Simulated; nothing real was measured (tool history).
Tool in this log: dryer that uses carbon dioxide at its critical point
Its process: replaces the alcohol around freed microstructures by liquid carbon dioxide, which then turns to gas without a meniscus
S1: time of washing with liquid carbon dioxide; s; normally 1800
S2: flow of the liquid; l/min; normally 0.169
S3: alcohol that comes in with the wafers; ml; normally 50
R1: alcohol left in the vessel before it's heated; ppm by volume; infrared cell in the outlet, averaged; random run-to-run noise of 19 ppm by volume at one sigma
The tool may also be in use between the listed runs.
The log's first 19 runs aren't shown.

run	hour	S1	S2	S3	R1
20	338.8	1800	0.169	50	1956
21	362.7	1800	0.17	50	1940
22	388.5	1800	0.17	50	2005
23	402.8	1800	0.214	42	699
24	425.4	1260	0.187	114	9136
25	445.9	1680	0.283	50	357
26	457.1	1680	0.283	50	352
27	467.9	1680	0.283	50	379
# hour 486.1: inlet filter changed
28	486.4	1260	0.11	38	7024
29	502.3	1260	0.11	38	7184
30	516.2	2640	0.11	40	1238
31	533.8	2040	0.192	47	466
32	548.1	2040	0.192	47	465
33	569.1	2040	0.192	47	479
34	590.6	1200	0.287	115	1822
35	605.8	2880	0.269	50	73
36	621.7	2880	0.269	50	87
37	638.7	1080	0.141	46	7473

What does the tool deliver on the next run?
38	650.9	1440	0.247	93	?

R1: 1385 ppm by volume
Had the tool carried no hidden state, the very same run would have given R1 1154 ppm by volume.
